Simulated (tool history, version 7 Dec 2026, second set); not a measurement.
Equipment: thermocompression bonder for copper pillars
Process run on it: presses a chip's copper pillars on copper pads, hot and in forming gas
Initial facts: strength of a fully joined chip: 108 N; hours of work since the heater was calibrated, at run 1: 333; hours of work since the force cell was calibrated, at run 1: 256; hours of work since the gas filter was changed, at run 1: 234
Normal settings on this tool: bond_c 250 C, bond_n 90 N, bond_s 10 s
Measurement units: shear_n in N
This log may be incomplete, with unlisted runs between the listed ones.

run	hour	bond_c	bond_n	bond_s	hours of work since the heater was calibrated	hours of work since the force cell was calibrated	hours of work since the gas filter was changed	shear_n
1	0	250	90	10	333	256	234	55.4
2	6.1	249	90	10	337	260	239	54.9
3	13.5	249	90	10	343	266	244	52.7
4	19.1	250	90	13	347	270	249	60.7
5	29.3	250	90	13	355	278	256	59.4
6	41.2	250	90	13	364	287	265	58.7
7	53.4	250	90	13	373	296	275	60.7
8	60.8	250	90	16	379	302	280	61.9
# hour 62.1: forming gas filter changed
9	73.7	258	90	16	388	311	9	76.2
10	85.6	250	90	10	397	320	18	60.2
11	96.5	250	90	10	405	329	26	61.5
12	102.1	250	90	10	410	333	30	61.3
13	107.4	251	90	10	414	337	34	61.2
14	114.4	251	90	10	419	342	40	60.9
15	125.2	250	90	10	427	350	48	60.7
16	133.5	250	90	10	433	357	54	60.3
17	145.8	250	90	10	443	366	63	60.2
18	152.8	250	90	10	448	371	69	60.2
19	159.8	250	90	10	453	377	74	59.6
20	167.4	250	90	10	459	382	80	59.7
# hour 170: force cell calibrated
21	177.9	250	90	11	466	6	87	60.3
# hour 189.9: force cell calibrated, once more
22	191.6	250	90	11	475	1	96	62
23	202.3	250	90	11	483	9	104	61.2
24	208.3	250	90	11	488	14	109	60.7
25	216	250	90	11	494	20	114	61.5
26	227.9	274	91	25	503	29	123	84.2
27	239.9	250	78	8	512	38	133	50.2
# hour 251: heater calibrated with a thermocouple chip
28	251	250	134	10	0	45	139	72.1
29	256.7	275	93	9	4	49	144	69.2
30	268.8	275	93	9	13	58	153	68.9
31	276.1	275	93	9	19	64	158	68.9

Consider 4 possible next runs. They are alternatives, not a sequence: every one starts from the tool as it was left by run 31. What does each give?
A	284	239	123	9	25	70	164	?
B	284	274	54	5	25	70	164	?
C	284	279	106	8	25	70	164	?
D	284	275	93	18	25	70	164	?

run	shear_n
A	61.7
B	36.1
C	71.8
D	80
Had the tool no hidden state, the same runs would have come out as:
run	shear_n
A	65.8
B	38.6
C	76.6
D	85.2
